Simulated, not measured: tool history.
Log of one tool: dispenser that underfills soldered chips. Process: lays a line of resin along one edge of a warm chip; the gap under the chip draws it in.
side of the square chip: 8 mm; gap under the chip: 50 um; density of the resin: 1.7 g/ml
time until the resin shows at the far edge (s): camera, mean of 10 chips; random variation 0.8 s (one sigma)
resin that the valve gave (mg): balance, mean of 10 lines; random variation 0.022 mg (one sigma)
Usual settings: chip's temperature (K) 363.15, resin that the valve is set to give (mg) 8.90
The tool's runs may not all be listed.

run    day  chip's temperature (K)  resin that the valve is set to give (mg)  time until the resin shows at the far edge (s)  resin that the valve gave (mg)
  1  0.000                  363.15                                      8.90                                            79.2                            8.91
  2  0.221                  363.15                                      8.90                                            92.1                            8.90
     0.304  -- new syringe of resin
  3  0.329                  363.15                                     11.42                                            74.7                           11.40
  4  0.462                  363.15                                     11.42                                            82.1                           11.40
  5  0.596                  361.15                                     11.42                                            94.6                           11.38
     0.692  -- new syringe of resin
  6  0.754                  360.15                                      8.90                                            89.0                            8.85
  7  0.912                  360.15                                      8.90                                            96.2                            8.88
     1.088  -- new syringe of resin
  8  1.108                  363.15                                     11.36                                            77.0                           11.28
  9  1.217                  363.15                                     11.36                                            84.3                           11.31
 10  1.438                  363.15                                      8.46                                            97.9                            8.41
     1.475  -- new syringe of resin
 11  1.617                  363.15                                      8.46                                            83.0                            8.38
 12  1.833                  363.15                                      8.46                                            96.8                            8.38
     1.871  -- new syringe of resin
 13  2.062                  363.15                                      8.46                                            86.6                            8.42
 14  2.192                  363.15                                      8.90                                            93.0                            8.78
     2.267  -- new syringe of resin
 15  2.333                  363.15                                      8.90                                            78.5                            8.79
 16  2.458                  363.15                                      8.90                                            85.3                            8.73
 17  2.592                  363.15                                      8.90                                            93.5                            8.71
     2.658  -- new syringe of resin
 18  2.742                  363.15                                      8.90                                            82.4                            8.74
 19  2.925                  351.15                                      7.61                                           143.8                            7.48
     3.054  -- new syringe of resin
     3.112  -- dispensing valve cleaned and set on the balance
 20  3.192                  351.15                                      7.61                                           122.3                            7.58
 21  3.392                  351.15                                      7.61                                           141.4                            7.60
     3.488  -- new syringe of resin
 22  3.604                  360.15                                     10.76                                            87.8                           10.80
 23  3.817                  360.15                                     10.76                                           100.6                           10.77
     3.879  -- new syringe of resin
 24  3.958                  371.15                                      9.70                                            59.9                            9.66
 25  4.138                  371.15                                      9.70                                            66.7                            9.66
     4.267  -- new syringe of resin
 26  4.383                  364.15                                      9.70                                            77.2                            9.67
 27  4.525                  363.15                                      7.70                                            89.9                            7.66
     4.658  -- new syringe of resin
 28  4.679                  377.15                                      8.90                                            49.2                            8.82
 29  4.888                  377.15                                      8.90                                            55.8                            8.82
     5.050  -- new syringe of resin
 30  5.083                  368.15                                     11.55                                            62.6                           11.45
 31  5.288                  368.15                                      9.16                                            73.6                            9.07
 32  5.383                  369.15                                      9.52                                            76.2                            9.43
     5.446  -- new syringe of resin
 33  5.588                  369.15                                      9.52                                            66.0                            9.41
 34  5.692                  369.15                                      9.52                                            68.9                            9.41
     5.842  -- new syringe of resin
 35  5.842                  369.15                                      9.52                                            61.4                            9.39

5 ways to go on from here, each from the tool as it stands after run 35. What would each give?
  A  6.021                  363.15                                     11.12                                               ?                               ?
  B  6.021                  367.15                                      9.82                                               ?                               ?
  C  6.021                  352.15                                     10.65                                               ?                               ?
  D  6.021                  352.15                                      8.85                                               ?                               ?
  E  6.021                  363.15                                     10.04                                               ?                               ?

run  time until the resin shows at the far edge (s)  resin that the valve gave (mg)
  A                                            83.4                           10.99
  B                                            72.4                            9.67
  C                                           123.3                           10.51
  D                                           124.3                            8.74
  E                                            84.3                            9.88
Without the tool's hidden state the same runs would have given:
run  time until the resin shows at the far edge (s)  resin that the valve gave (mg)
  A                                            73.4                           11.13
  B                                            63.7                            9.79
  C                                           108.3                           10.65
  D                                           109.1                            8.85
  E                                            74.2                           10.01
